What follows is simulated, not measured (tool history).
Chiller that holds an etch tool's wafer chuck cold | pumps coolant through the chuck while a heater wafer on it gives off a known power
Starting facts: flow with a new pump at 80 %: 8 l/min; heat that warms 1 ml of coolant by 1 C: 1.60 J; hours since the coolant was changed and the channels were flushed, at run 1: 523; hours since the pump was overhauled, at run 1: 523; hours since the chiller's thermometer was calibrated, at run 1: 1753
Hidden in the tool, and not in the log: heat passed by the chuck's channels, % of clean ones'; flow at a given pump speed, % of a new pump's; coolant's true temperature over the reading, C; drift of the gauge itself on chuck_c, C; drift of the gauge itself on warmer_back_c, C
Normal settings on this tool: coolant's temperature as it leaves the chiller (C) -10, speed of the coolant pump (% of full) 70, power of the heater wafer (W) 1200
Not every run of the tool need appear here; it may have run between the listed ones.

run    hour  coolant's temperature as it leaves the chiller (C)  speed of the coolant pump (% of full)  power of the heater wafer (W)  hours since the coolant was changed and the channels were flushed  hours since the pump was overhauled  hours since the chiller's thermometer was calibrated  chuck's temperature once it has settled (C)  how much warmer the coolant comes back (C)
  1     0.0                                                 -10                                     70                           1200                                                                523                                  523                                                  1753                                          6.2                                        6.51
  2    29.8                                                 -11                                     70                           1200                                                                553                                  553                                                  1783                                          4.9                                        6.56
  3    79.9                                                 -11                                     70                           1200                                                                603                                  603                                                  1833                                          5.0                                        6.56
  4   103.3                                                 -11                                     70                           1200                                                                627                                  627                                                  1856                                          5.0                                        6.59
  5   125.8                                                 -11                                     70                           1200                                                                649                                  649                                                  1879                                          5.3                                        6.61
  6   149.8                                                 -11                                     70                           1200                                                                673                                  673                                                  1903                                          5.2                                        6.57
  7   195.8                                                 -11                                     70                           1200                                                                719                                  719                                                  1949                                          5.2                                        6.66
  8   243.7                                                 -11                                     70                           1200                                                                767                                  767                                                  1997                                          5.1                                        6.65
  9   284.2                                                 -11                                     70                           1200                                                                808                                  808                                                  2037                                          5.0                                        6.71
 10   308.7                                                 -10                                     70                           1200                                                                832                                  832                                                  2062                                          6.2                                        6.66
 11   345.0                                                 -10                                     70                           1200                                                                868                                  868                                                  2098                                          6.1                                        6.67
 12   367.1                                                 -10                                     70                           1200                                                                890                                  890                                                  2120                                          6.2                                        6.68
 13   397.8                                                 -10                                     70                           1200                                                                921                                  921                                                  2151                                          6.0                                        6.75
 14   421.2                                                 -10                                     61                           1200                                                                945                                  945                                                  2174                                          8.2                                        7.82
 15   456.3                                                 -10                                     61                           1200                                                                980                                  980                                                  2209                                          8.1                                        7.82
 16   493.1                                                 -10                                     61                           1200                                                               1016                                 1016                                                  2246                                          8.0                                        7.86
 17   525.3                                                 -10                                     61                           1200                                                               1049                                 1049                                                  2278                                          8.2                                        7.86
 18   552.4                                                 -10                                     61                           1200                                                               1076                                 1076                                                  2305                                          8.2                                        7.90
 19   573.0                                                 -18                                     91                           1782                                                               1096                                 1096                                                  2326                                          1.2                                        7.50
 20   620.2                                                 -18                                     91                           1782                                                               1144                                 1144                                                  2373                                          1.0                                        7.49
 21   662.0                                                 -20                                     70                           1487                                                               1185                                 1185                                                  2415                                         -0.1                                        8.41
 22   710.2                                                 -20                                     70                           1487                                                               1234                                 1234                                                  2463                                          0.0                                        8.38
 23   738.1                                                  -6                                     91                            688                                                               1261                                 1261                                                  2491                                          1.4                                        3.12
 24   784.4                                                 -17                                     84                            884                                                               1308                                 1308                                                  2537                                         -6.9                                        4.25
 25   816.8                                                  -5                                     61                           1200                                                               1340                                 1340                                                  2570                                         13.2                                        8.03
      837.8  -- chiller's thermometer calibrated
 26   858.2                                                  -5                                     61                           1200                                                               1381                                 1381                                                    20                                         13.4                                        8.05
 27   894.9                                                 -17                                     61                           1542                                                               1417                                 1417                                                    57                                          6.3                                       10.20
 28   929.4                                                 -15                                     68                           1695                                                               1452                                 1452                                                    92                                          8.4                                        9.96
 29   957.9                                                 -15                                     68                           1064                                                               1480                                 1480                                                   120                                         -0.4                                        6.44
 30   986.3                                                  -9                                     70                           1051                                                               1509                                 1509                                                   148                                          5.3                                        6.14
     1005.5  -- gauge calibrated
 31  1011.9                                                 -10                                     70                            937                                                               1534                                 1534                                                   174                                          2.5                                        5.12

Results for each run, recomputed without the tool's hidden state and with each run's random variation untouched:
run  how much warmer the coolant comes back (C)
  1                                        6.51
  2                                        6.54
  3                                        6.53
  4                                        6.55
  5                                        6.55
  6                                        6.51
  7                                        6.58
  8                                        6.55
  9                                        6.59
 10                                        6.53
 11                                        6.52
 12                                        6.52
 13                                        6.58
 14                                        7.64
 15                                        7.63
 16                                        7.66
 17                                        7.64
 18                                        7.67
 19                                        7.26
 20                                        7.23
 21                                        8.13
 22                                        8.08
 23                                        2.81
 24                                        3.92
 25                                        7.68
 26                                        7.69
 27                                        9.83
 28                                        9.57
 29                                        6.03
 30                                        5.73
 31                                        5.11
For chuck's temperature once it has settled (C), the value without the hidden state is never more than 0.1 from the measured value.
